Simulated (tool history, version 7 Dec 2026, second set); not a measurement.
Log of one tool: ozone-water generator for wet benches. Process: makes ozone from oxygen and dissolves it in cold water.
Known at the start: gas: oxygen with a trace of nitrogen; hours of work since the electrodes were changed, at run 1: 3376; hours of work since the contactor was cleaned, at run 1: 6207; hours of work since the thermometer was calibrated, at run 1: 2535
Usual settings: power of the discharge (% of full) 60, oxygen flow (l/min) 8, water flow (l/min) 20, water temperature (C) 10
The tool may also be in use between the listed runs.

run      day  power of the discharge (% of full)  oxygen flow (l/min)  water flow (l/min)  water temperature (C)  hours of work since the electrodes were changed  hours of work since the contactor was cleaned  hours of work since the thermometer was calibrated  dissolved ozone (ppm)  ozone in the gas ahead of the water (g/m3)
  1        0                                  60                    8                  20                     10                                             3376                                           6207                                                2535                   31.1                                       175.4
  2    3.158                                  60                    8                  20                     10                                             3437                                           6268                                                2596                   30.4                                       175.3
  3    7.038                                  60                    8                  20                     10                                             3512                                           6343                                                2671                   30.9                                       175.4
  4   10.329                                  60                    8                  20                     10                                             3576                                           6406                                                2735                   30.8                                       175.3
  5   13.779                                  60                 9.26                  20                     10                                             3642                                           6473                                                2802                     31                                       164.1
  6   16.362                                  60                    8                  20                      7                                             3692                                           6523                                                2851                   32.5                                         178
  7   20.792                                  52                    8                  20                     10                                             3778                                           6608                                                2937                   28.5                                       160.8
  8   25.412                                  52                    8                  20                     10                                             3867                                           6698                                                3026                   27.9                                       162.7
  9   28.396                                  52                12.87                  20                     10                                             3925                                           6755                                                3084                   27.7                                       129.8
 10   32.954                                  52                12.87                  20                     10                                             4013                                           6843                                                3172                   27.8                                       128.4
 11     37.3                                  52                12.87                  20                     10                                             4097                                           6927                                                3256                   27.7                                       128.4
 12   41.421                                  52                12.87                  20                     10                                             4176                                           7007                                                3336                   27.5                                       129.7
 13   44.608                                  60                 5.74                  20                     10                                             4238                                           7069                                                3397                   30.5                                       209.2
 14   47.017                                  60                 5.74                  12                     10                                             4284                                           7115                                                3444                   42.4                                       210.1
 15   49.908                                  60                 5.74                  12                     10                                             4340                                           7171                                                3500                   41.9                                       209.7
 16   54.588                                  60                 5.74                  23                     10                                             4431                                           7261                                                3590                   26.8                                       210.3
      56.967  -- water thermometer calibrated
 17   59.367                                  60                    8                  20                     10                                             4522                                           7353                                                  46                     31                                       179.5
 18     62.9                                  60                    8                  20                     10                                             4591                                           7422                                                 115                   30.6                                       179.2
      64.588  -- contactor cleaned
 19   66.912                                  87                    8                  26                     10                                             4665                                             45                                                 189                   32.1                                       226.7
 20   71.746                                  87                11.34                  30                      8                                             4758                                            138                                                 282                   31.3                                       195.5
 21   74.592                                  87                 7.12                  30                      9                                             4813                                            193                                                 337                   29.1                                         243
 22   79.338                                  88                 9.98                  23                     15                                             4905                                            285                                                 429                   33.3                                       205.6
 23   82.983                                  60                    8                  32                     11                                             4976                                            355                                                 499                   21.6                                       180.2
 24     85.4                                  58                 5.42                  26                      7                                             5022                                            402                                                 546                   24.3                                       212.7
 25   88.938                                  58                 5.42                  26                      7                                             5091                                            470                                                 614                   24.7                                       213.5
 26   93.575                                  52                    8                  12                     10                                             5180                                            560                                                 704                   37.6                                         164
 27   96.025                                  64                13.37                  18                     17                                             5227                                            607                                                 751                   28.6                                       147.1
 28  100.817                                  60                 4.95                  20                      6                                             5320                                            700                                                 844                   30.7                                         228
 29  104.033                                  63                 4.95                  20                     12                                             5382                                            762                                                 906                   29.8                                       237.2
 30  106.221                                  55                 8.18                  26                      6                                             5424                                            804                                                 948                   25.7                                       169.8
     106.433  -- gauge calibrated
 31  111.192                                  55                 8.18                  26                      6                                             5520                                            900                                                1044                   25.7                                       161.9
 32  113.658                                  77                 8.18                  14                      9                                             5568                                            948                                                1092                   45.1                                       204.2
 33  116.667                                  77                 8.18                  14                      9                                             5626                                           1006                                                1150                   45.6                                       203.1
 34  120.721                                  42                    8                  19                     10                                             5705                                           1084                                                1228                   25.4                                       140.9

Forecast each of these 3 alternatives for the next run:
  A  124.9                                  42                    8                  17                     10                                             5785                                           1165                                                1309                      ?                                           ?
  B  124.9                                  52                    8                  20                     11                                             5785                                           1165                                                1309                      ?                                           ?
  C  124.9                                  42                    8                  19                     11                                             5785                                           1165                                                1309                      ?                                           ?

run  dissolved ozone (ppm)  ozone in the gas ahead of the water (g/m3)
  A                   26.7                                       140.7
  B                   27.7                                       161.1
  C                   24.8                                       140.7
Without the tool's hidden state the same runs would have given:
run  dissolved ozone (ppm)  ozone in the gas ahead of the water (g/m3)
  A                   26.7                                       140.1
  B                   27.8                                       160.5
  C                   24.9                                       140.1
